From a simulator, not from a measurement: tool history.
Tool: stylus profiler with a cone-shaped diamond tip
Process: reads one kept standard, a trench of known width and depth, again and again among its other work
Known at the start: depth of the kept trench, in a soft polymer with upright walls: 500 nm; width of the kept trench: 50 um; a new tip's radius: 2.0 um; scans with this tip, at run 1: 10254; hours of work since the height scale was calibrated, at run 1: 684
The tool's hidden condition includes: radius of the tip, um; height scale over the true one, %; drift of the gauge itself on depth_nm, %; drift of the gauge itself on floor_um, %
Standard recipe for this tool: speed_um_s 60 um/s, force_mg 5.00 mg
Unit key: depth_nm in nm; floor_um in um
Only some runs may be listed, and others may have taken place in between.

run	hour	speed_um_s	force_mg	scans with this tip	hours of work since the height scale was calibrated	depth_nm	floor_um
1	0.0	60	5.00	10254	684	508.00	47.14
2	13.5	60	11.89	10339	689	513.93	47.26
3	26.4	60	11.89	10421	695	513.99	47.22
4	44.5	60	3.49	10536	702	506.00	47.13
5	71.4	60	3.49	10706	714	506.23	47.12
6	97.8	60	3.49	10873	725	506.32	47.07
7	119.8	60	5.00	11012	734	507.67	47.11
8	138.1	60	5.00	11128	742	508.16	47.13
9	160.6	20	5.00	11271	751	507.82	47.28
10	184.9	20	5.00	11424	762	507.86	47.28
11	213.2	63	5.00	11604	774	507.67	47.13
12	236.8	63	5.00	11753	784	508.01	47.16
13	253.4	81	5.00	11858	791	508.03	47.12
14	267.6	81	4.27	11948	797	507.07	47.04
15	280.8	98	4.67	12032	802	507.45	46.99
16	300.1	54	8.69	12154	810	511.51	47.20
17	321.1	32	2.48	12287	819	505.08	47.19
18	336.6	54	5.85	12385	826	508.72	47.15
19	355.5	44	5.60	12505	834	508.37	47.18
20	367.8	65	5.15	12583	839	507.96	47.05
21	382.6	65	5.15	12677	845	508.19	47.14
22	400.9	89	2.73	12792	853	504.93	47.01
23	412.7	89	2.73	12867	858	505.19	46.94
24	430.9	33	10.58	12982	865	512.88	47.26
25	457.0	33	10.58	13148	877	513.01	47.31

The next listed run, before its measurement:
26	481.2	46	5.90	13301	887	?	?

depth_nm: 508.98 nm
floor_um: 47.22 um
If the tool had no hidden condition, the same run with the same run-to-run variation would have returned depth_nm 508.97 nm, floor_um 47.23 um.
